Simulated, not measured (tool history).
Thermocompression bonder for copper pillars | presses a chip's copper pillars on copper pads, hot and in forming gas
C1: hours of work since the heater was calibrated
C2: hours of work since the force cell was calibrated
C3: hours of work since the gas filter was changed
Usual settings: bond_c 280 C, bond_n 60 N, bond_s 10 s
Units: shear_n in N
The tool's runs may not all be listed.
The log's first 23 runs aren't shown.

{"hour": 306.5, "done": "forming gas filter changed"}
{"run": 24, "hour": 311.7, "bond_c": 273, "bond_n": 47, "bond_s": 22, "C1": 503, "C2": 112, "C3": 3, "shear_n": 33.3}
{"run": 25, "hour": 327.6, "bond_c": 273, "bond_n": 47, "bond_s": 22, "C1": 513, "C2": 122, "C3": 13, "shear_n": 33.2}
{"run": 26, "hour": 343.5, "bond_c": 299, "bond_n": 66, "bond_s": 12, "C1": 523, "C2": 132, "C3": 23, "shear_n": 52}
{"run": 27, "hour": 357.5, "bond_c": 297, "bond_n": 54, "bond_s": 7, "C1": 532, "C2": 141, "C3": 32, "shear_n": 32.6}
{"run": 28, "hour": 369.1, "bond_c": 297, "bond_n": 54, "bond_s": 7, "C1": 540, "C2": 148, "C3": 39, "shear_n": 32.4}
{"run": 29, "hour": 383.7, "bond_c": 263, "bond_n": 54, "bond_s": 7, "C1": 549, "C2": 158, "C3": 49, "shear_n": 20.7}
{"run": 30, "hour": 402.1, "bond_c": 281, "bond_n": 81, "bond_s": 7, "C1": 560, "C2": 169, "C3": 60, "shear_n": 42.6}
{"run": 31, "hour": 420.9, "bond_c": 298, "bond_n": 55, "bond_s": 16, "C1": 572, "C2": 181, "C3": 72, "shear_n": 46.4}
{"run": 32, "hour": 430.8, "bond_c": 284, "bond_n": 68, "bond_s": 12, "C1": 578, "C2": 187, "C3": 78, "shear_n": 44.8}
{"run": 33, "hour": 439.3, "bond_c": 293, "bond_n": 86, "bond_s": 15, "C1": 584, "C2": 193, "C3": 84, "shear_n": 65.1}
{"run": 34, "hour": 452.9, "bond_c": 266, "bond_n": 40, "bond_s": 23, "C1": 592, "C2": 201, "C3": 92, "shear_n": 24.2}
{"run": 35, "hour": 469.5, "bond_c": 266, "bond_n": 50, "bond_s": 26, "C1": 603, "C2": 212, "C3": 103, "shear_n": 34}
{"run": 36, "hour": 481.5, "bond_c": 280, "bond_n": 45, "bond_s": 10, "C1": 610, "C2": 219, "C3": 110, "shear_n": 23.4}
{"run": 37, "hour": 501.9, "bond_c": 303, "bond_n": 60, "bond_s": 6, "C1": 623, "C2": 232, "C3": 123, "shear_n": 36}
{"run": 38, "hour": 520.2, "bond_c": 303, "bond_n": 60, "bond_s": 6, "C1": 635, "C2": 244, "C3": 134, "shear_n": 34.6}
{"run": 39, "hour": 539.5, "bond_c": 280, "bond_n": 75, "bond_s": 20, "C1": 647, "C2": 256, "C3": 147, "shear_n": 53.5}

Forecast each of these 4 alternatives for the next run:
{"run": "A", "hour": 559.9, "bond_c": 307, "bond_n": 54, "bond_s": 5, "C1": 660, "C2": 268, "C3": 159, "shear_n": "?"}
{"run": "B", "hour": 559.9, "bond_c": 280, "bond_n": 85, "bond_s": 6, "C1": 660, "C2": 268, "C3": 159, "shear_n": "?"}
{"run": "C", "hour": 559.9, "bond_c": 299, "bond_n": 75, "bond_s": 6, "C1": 660, "C2": 268, "C3": 159, "shear_n": "?"}
{"run": "D", "hour": 559.9, "bond_c": 280, "bond_n": 65, "bond_s": 20, "C1": 660, "C2": 268, "C3": 159, "shear_n": "?"}

run=A shear_n=30
run=B shear_n=39.5
run=C shear_n=44.2
run=D shear_n=47.5
Without the tool's hidden state the same runs would have given:
run=A shear_n=34
run=B shear_n=44.8
run=C shear_n=49.7
run=D shear_n=53.5
